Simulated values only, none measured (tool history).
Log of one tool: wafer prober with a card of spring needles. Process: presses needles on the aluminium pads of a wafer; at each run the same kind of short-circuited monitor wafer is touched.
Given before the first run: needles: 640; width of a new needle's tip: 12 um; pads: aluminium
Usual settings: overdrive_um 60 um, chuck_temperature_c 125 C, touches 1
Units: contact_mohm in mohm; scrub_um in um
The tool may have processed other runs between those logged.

run    hour  overdrive_um  chuck_temperature_c  touches  contact_mohm  scrub_um
  1     0.0            60                  125        1           229     14.46
        3.3  -- tips cleaned on abrasive film
       16.4  -- tips cleaned on abrasive film
       29.5  -- tips cleaned on abrasive film
       43.9  -- tips cleaned on abrasive film
  2    43.9            60                  125        3           162     14.43
       60.2  -- tips cleaned on abrasive film
       76.5  -- tips cleaned on abrasive film
       92.8  -- tips cleaned on abrasive film
      109.1  -- tips cleaned on abrasive film
      125.4  -- tips cleaned on abrasive film
  3   130.0            60                  125        1           208     14.39
      139.8  -- tips cleaned on abrasive film
      152.9  -- tips cleaned on abrasive film
      169.2  -- tips cleaned on abrasive film
  4   175.0            60                  125        1           217     14.35
      178.6  -- height of the first contact set anew
      185.2  -- tips cleaned on abrasive film
      201.5  -- tips cleaned on abrasive film
      214.5  -- tips cleaned on abrasive film
      227.6  -- tips cleaned on abrasive film
      243.9  -- tips cleaned on abrasive film
      256.9  -- tips cleaned on abrasive film
      270.6  -- tips cleaned on abrasive film
  5   270.6            60                  125        1           166     14.22
      283.7  -- tips cleaned on abrasive film
      300.0  -- tips cleaned on abrasive film
      313.0  -- tips cleaned on abrasive film
      326.1  -- tips cleaned on abrasive film
      342.4  -- tips cleaned on abrasive film
  6   354.0            60                  125        1           236     14.18
      357.4  -- tips cleaned on abrasive film
      373.7  -- tips cleaned on abrasive film
      386.7  -- tips cleaned on abrasive film
      400.0  -- height of the first contact set anew
      403.3  -- tips cleaned on abrasive film
      419.6  -- tips cleaned on abrasive film
      432.7  -- tips cleaned on abrasive film
  7   439.8            53                  125        1           233     12.79
      446.4  -- tips cleaned on abrasive film
      459.4  -- tips cleaned on abrasive film
      475.7  -- tips cleaned on abrasive film
      488.8  -- tips cleaned on abrasive film
      505.1  -- tips cleaned on abrasive film
      521.4  -- tips cleaned on abrasive film
      534.4  -- tips cleaned on abrasive film
  8   541.3            60                  125        1           224     14.41
      547.9  -- tips cleaned on abrasive film
      560.9  -- tips cleaned on abrasive film
      574.0  -- tips cleaned on abrasive film
      590.3  -- tips cleaned on abrasive film
      606.6  -- tips cleaned on abrasive film
  9   616.4            60                   25        1           235     14.37
      619.7  -- tips cleaned on abrasive film
      623.3  -- height of the first contact set anew
      633.1  -- tips cleaned on abrasive film
      646.1  -- tips cleaned on abrasive film
      662.4  -- tips cleaned on abrasive film
      675.5  -- tips cleaned on abrasive film
 10   680.2            60                   25        1           203     14.44
      690.0  -- tips cleaned on abrasive film
      706.3  -- tips cleaned on abrasive film
      722.6  -- tips cleaned on abrasive film
      735.7  -- tips cleaned on abrasive film
 11   737.7            62                   29        1           175     14.88
      750.7  -- tips cleaned on abrasive film
      767.0  -- tips cleaned on abrasive film
      780.3  -- height of the first contact set anew, once more
      780.4  -- tips cleaned on abrasive film
      793.4  -- tips cleaned on abrasive film
 12   801.6            47                   57        1           273     11.30
      808.2  -- tips cleaned on abrasive film
      824.5  -- tips cleaned on abrasive film
      837.6  -- tips cleaned on abrasive film
      850.6  -- tips cleaned on abrasive film
      866.9  -- tips cleaned on abrasive film
      880.0  -- tips cleaned on abrasive film
 13   886.8            63                   36        1           214     15.17
      893.4  -- tips cleaned on abrasive film
      906.5  -- tips cleaned on abrasive film
      922.8  -- tips cleaned on abrasive film
      939.1  -- tips cleaned on abrasive film
      952.1  -- tips cleaned on abrasive film
      968.4  -- tips cleaned on abrasive film
 14   971.6            68                   27        1           181     16.30
      984.7  -- tips cleaned on abrasive film
     1001.0  -- tips cleaned on abrasive film
     1001.3  -- height of the first contact set anew
     1014.3  -- tips cleaned on abrasive film
 15  1021.5            68                   27        1           204     16.41

What if the next run were any one of these 5? Each begins from the tool's condition after run 15:
     1028.0  -- tips cleaned on abrasive film
     1041.1  -- tips cleaned on abrasive film
     1054.2  -- tips cleaned on abrasive film
     1070.5  -- tips cleaned on abrasive film
     1086.8  -- tips cleaned on abrasive film
  A  1094.2            47                  125        1             ?         ?
     1028.0  -- tips cleaned on abrasive film
     1041.1  -- tips cleaned on abrasive film
     1054.2  -- tips cleaned on abrasive film
     1070.5  -- tips cleaned on abrasive film
     1086.8  -- tips cleaned on abrasive film
  B  1094.2            43                   25        1             ?         ?
     1028.0  -- tips cleaned on abrasive film
     1041.1  -- tips cleaned on abrasive film
     1054.2  -- tips cleaned on abrasive film
     1070.5  -- tips cleaned on abrasive film
     1086.8  -- tips cleaned on abrasive film
  C  1094.2            70                   30        1             ?         ?
     1028.0  -- tips cleaned on abrasive film
     1041.1  -- tips cleaned on abrasive film
     1054.2  -- tips cleaned on abrasive film
     1070.5  -- tips cleaned on abrasive film
     1086.8  -- tips cleaned on abrasive film
  D  1094.2            68                   64        2             ?         ?
     1028.0  -- tips cleaned on abrasive film
     1041.1  -- tips cleaned on abrasive film
     1054.2  -- tips cleaned on abrasive film
     1070.5  -- tips cleaned on abrasive film
     1086.8  -- tips cleaned on abrasive film
  E  1094.2            68                   46        1             ?         ?

run  contact_mohm  scrub_um
  A           269     11.33
  B           285     10.35
  C           197     16.83
  D           182     16.40
  E           203     16.35
With no hidden state in the tool, these same runs would have given:
run  contact_mohm  scrub_um
  A           165     11.38
  B           146     10.40
  C           136     16.88
  D           145     16.45
  E           140     16.40
